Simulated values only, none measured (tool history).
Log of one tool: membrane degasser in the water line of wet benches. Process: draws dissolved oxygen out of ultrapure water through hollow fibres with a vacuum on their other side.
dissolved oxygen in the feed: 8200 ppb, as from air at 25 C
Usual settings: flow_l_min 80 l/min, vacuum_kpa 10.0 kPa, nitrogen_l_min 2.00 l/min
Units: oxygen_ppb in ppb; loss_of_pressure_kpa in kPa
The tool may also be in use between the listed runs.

run	hour	flow_l_min	vacuum_kpa	nitrogen_l_min	oxygen_ppb	loss_of_pressure_kpa
1	0.0	80	10.0	2.00	571.1	55.03
2	317.9	80	10.0	2.00	573.7	54.91
3	474.3	119	10.0	2.00	890.9	82.25
4	732.4	117	10.0	2.00	884.8	80.44
5	1075.5	117	10.0	3.99	600.8	80.45
6	1308.4	117	10.0	3.99	605.2	80.75
7	1517.6	80	10.0	2.00	578.5	55.57
# hour 1535.2: vacuum gauge calibrated
8	1731.6	118	10.0	2.00	894.0	81.48
9	1896.5	80	12.7	2.00	774.2	54.94
# hour 2041.0: vacuum gauge calibrated, once more
10	2182.3	80	12.7	2.00	762.7	55.42
11	2359.4	53	10.0	2.00	384.1	36.86
12	2593.2	80	10.0	4.62	314.5	55.37
13	2868.8	80	10.0	4.62	319.2	55.26
14	3123.4	80	10.0	4.62	326.0	55.34
15	3434.1	80	10.0	0.87	971.7	55.78
16	3703.0	80	10.0	0.87	974.5	55.65
17	3889.7	80	10.0	0.87	970.8	55.82
18	4123.6	67	12.8	3.11	464.2	46.65
19	4335.9	80	7.0	2.00	357.7	55.87
20	4522.5	65	18.1	2.00	938.6	45.23
21	4787.9	97	17.7	1.51	1519.9	67.60
22	4971.6	97	17.7	1.51	1548.9	67.76
# hour 5120.6: vacuum gauge calibrated
23	5178.0	97	17.7	1.51	1547.5	67.21
24	5421.1	97	17.7	1.51	1539.2	67.58
25	5587.9	97	10.7	1.51	913.4	68.11
26	5882.7	97	10.7	1.51	923.3	68.06
27	6029.5	99	18.9	2.00	1417.4	69.06
# hour 6213.4: seals of the vacuum lines changed
28	6244.0	99	18.9	2.00	1405.7	69.70
29	6600.1	86	10.7	2.00	668.8	60.11
30	6859.7	49	8.3	2.00	275.7	34.54
31	7135.9	49	8.3	2.00	280.4	34.44

3 ways to go on from here, each from the tool as it stands after run 31. What would each give?
A	7469.8	49	13.5	0.81	?	?
B	7469.8	80	10.6	4.04	?	?
C	7469.8	49	6.4	1.35	?	?

run	oxygen_ppb	loss_of_pressure_kpa
A	1039.9	34.55
B	381.7	56.29
C	249.1	34.38
Without the tool's hidden state the same runs would have given:
run	oxygen_ppb	loss_of_pressure_kpa
A	1030.6	33.71
B	370.8	54.91
C	241.3	33.54

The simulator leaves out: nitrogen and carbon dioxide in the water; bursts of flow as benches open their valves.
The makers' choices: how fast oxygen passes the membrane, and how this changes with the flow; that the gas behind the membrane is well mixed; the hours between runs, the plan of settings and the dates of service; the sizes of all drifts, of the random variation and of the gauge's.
